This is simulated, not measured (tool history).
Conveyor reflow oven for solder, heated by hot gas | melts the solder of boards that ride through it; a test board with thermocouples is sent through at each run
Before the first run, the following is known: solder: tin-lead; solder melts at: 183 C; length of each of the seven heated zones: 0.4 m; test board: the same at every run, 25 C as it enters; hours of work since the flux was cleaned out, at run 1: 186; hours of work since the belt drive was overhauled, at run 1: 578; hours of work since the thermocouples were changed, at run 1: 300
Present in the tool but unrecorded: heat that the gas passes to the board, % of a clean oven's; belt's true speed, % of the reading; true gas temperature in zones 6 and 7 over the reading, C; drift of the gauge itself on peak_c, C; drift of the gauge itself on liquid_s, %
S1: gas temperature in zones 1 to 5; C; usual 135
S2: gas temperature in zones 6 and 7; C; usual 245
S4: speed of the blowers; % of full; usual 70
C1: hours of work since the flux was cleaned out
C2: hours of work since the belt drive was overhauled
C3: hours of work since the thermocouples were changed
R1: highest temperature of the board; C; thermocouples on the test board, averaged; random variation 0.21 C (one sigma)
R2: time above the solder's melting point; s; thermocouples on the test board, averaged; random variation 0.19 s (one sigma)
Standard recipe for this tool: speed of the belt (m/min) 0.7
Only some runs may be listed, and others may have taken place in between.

Run 1, day 0: usual settings; C1 186; C2 578; C3 300. Result: R1 217.1 C, R2 48.9 s.
Run 2, day 0.717: usual settings; C1 196; C2 588; C3 310. Result: R1 217.3 C, R2 49.1 s.
Run 3, day 1.708: usual settings; C1 211; C2 603; C3 325. Result: R1 217 C, R2 49.3 s.
Run 4, day 3.225: usual settings; C1 234; C2 626; C3 348. Result: R1 217.1 C, R2 49 s.
Run 5, day 4.3: usual settings; C1 250; C2 642; C3 364. Result: R1 216.9 C, R2 48.8 s.
Run 6, day 5.421: usual settings; C1 267; C2 659; C3 381. Result: R1 216.6 C, R2 48.9 s.
Run 7, day 7.108: usual settings but speed of the belt (m/min) 0.79; C1 292; C2 684; C3 406. Result: R1 210.7 C, R2 38.2 s.
Run 8, day 8.617: usual settings but speed of the belt (m/min) 0.682; C1 314; C2 706; C3 428. Result: R1 217.8 C, R2 50.8 s.
Run 9, day 9.392: usual settings but speed of the belt (m/min) 0.682; C1 326; C2 718; C3 440. Result: R1 217.3 C, R2 50.8 s.
At day 9.717: belt drive overhauled, speed set with a stopwatch.
Run 10, day 10.779: usual settings but S4 61 % of full; C1 344; C2 16; C3 458. Result: R1 213 C, R2 45.7 s.
Run 11, day 11.992: usual settings; C1 362; C2 34; C3 476. Result: R1 216.5 C, R2 48.6 s.
At day 13.008: belt drive overhauled, speed set with a stopwatch, once more.
Run 12, day 13.379: usual settings; C1 380; C2 6; C3 494. Result: R1 215.5 C, R2 47.3 s.
Run 13, day 14.362: usual settings but speed of the belt (m/min) 0.79; C1 395; C2 20; C3 509. Result: R1 210 C, R2 36.4 s.
Run 14, day 15.612: usual settings but speed of the belt (m/min) 0.79; C1 413; C2 39; C3 527. Result: R1 209.3 C, R2 36.8 s.
Run 15, day 16.917: usual settings; C1 433; C2 58; C3 547. Result: R1 215.2 C, R2 47.2 s.
Run 16, day 17.812: usual settings but S1 137 C, S2 243 C; C1 446; C2 72; C3 560. Result: R1 213.8 C, R2 46.6 s.
Run 17, day 18.875: usual settings but S2 236 C, speed of the belt (m/min) 0.827; C1 462; C2 87; C3 576. Result: R1 200.2 C, R2 26.3 s.
Run 18, day 20.088: usual settings but S2 236 C, speed of the belt (m/min) 0.827; C1 480; C2 105; C3 594. Result: R1 200.6 C, R2 26.2 s.
At day 20.812: flux residue cleaned out of gas plates and filters.
Run 19, day 21.475: usual settings but speed of the belt (m/min) 0.765; C1 10; C2 123; C3 612. Result: R1 215 C, R2 42.7 s.
Run 20, day 22.658: usual settings but speed of the belt (m/min) 0.765; C1 28; C2 141; C3 629. Result: R1 214.7 C, R2 42.6 s.
Run 21, day 24.088: usual settings but S2 249 C, speed of the belt (m/min) 0.674, S4 53 % of full; C1 49; C2 162; C3 651. Result: R1 216.3 C, R2 49.6 s.
Run 22, day 24.875: usual settings but S2 249 C, speed of the belt (m/min) 0.674, S4 53 % of full; C1 61; C2 174; C3 662. Result: R1 216.1 C, R2 49.7 s.
Run 23, day 26.4: usual settings but S2 258 C, S4 68 % of full; C1 83; C2 196; C3 685. Result: R1 228.1 C, R2 56.3 s.
Run 24, day 28.033: usual settings but S2 258 C, S4 68 % of full; C1 108; C2 221; C3 709. Result: R1 227.9 C, R2 56.3 s.
Run 25, day 29.396: usual settings but S4 58 % of full; C1 128; C2 241; C3 730. Result: R1 213.9 C, R2 45.3 s.
Run 26, day 31.025: usual settings but S4 58 % of full; C1 152; C2 265; C3 754. Result: R1 213.2 C, R2 45.5 s.
Run 27, day 31.733: usual settings but S1 129 C, S2 253 C, speed of the belt (m/min) 0.624, S4 65 % of full; C1 163; C2 276; C3 765. Result: R1 226.7 C, R2 60.4 s.
Run 28, day 33.342: usual settings but S1 129 C, S2 253 C, speed of the belt (m/min) 0.624, S4 65 % of full; C1 187; C2 300; C3 789. Result: R1 226.5 C, R2 60.3 s.
Run 29, day 34.183: usual settings but S1 129 C, S2 253 C, speed of the belt (m/min) 0.624, S4 65 % of full; C1 199; C2 312; C3 801. Result: R1 226.6 C, R2 60.3 s.
Run 30, day 35.483: usual settings but S1 129 C, S2 253 C, speed of the belt (m/min) 0.624, S4 65 % of full; C1 219; C2 332; C3 820. Result: R1 226.3 C, R2 60.4 s.

Pick out some run-to-run changes in R1. Of each, how much would a tool without hidden state show as well, from the settings, what came in and chance, and how much is left for the hidden state and any gauge scatter not in both results compared?
Run 11 -> 12: belt drive overhauled, speed set with a stopwatch, once more. R1 -1 C: hidden state -0.7, all else -0.3.
Run 16 -> 17: S1 137 -> 135, S2 243 -> 236, speed of the belt (m/min) 0.7 -> 0.827. R1 -13.6 C: hidden state -0.7, all else -12.9.
Run 18 -> 19: S2 236 -> 245, speed of the belt (m/min) 0.827 -> 0.765, flux residue cleaned out of gas plates and filters. R1 +14.4 C: hidden state +4.4, all else +10.
Run 24 -> 25: S2 258 -> 245, S4 68 -> 58. R1 -14 C: hidden state +0, all else -14.

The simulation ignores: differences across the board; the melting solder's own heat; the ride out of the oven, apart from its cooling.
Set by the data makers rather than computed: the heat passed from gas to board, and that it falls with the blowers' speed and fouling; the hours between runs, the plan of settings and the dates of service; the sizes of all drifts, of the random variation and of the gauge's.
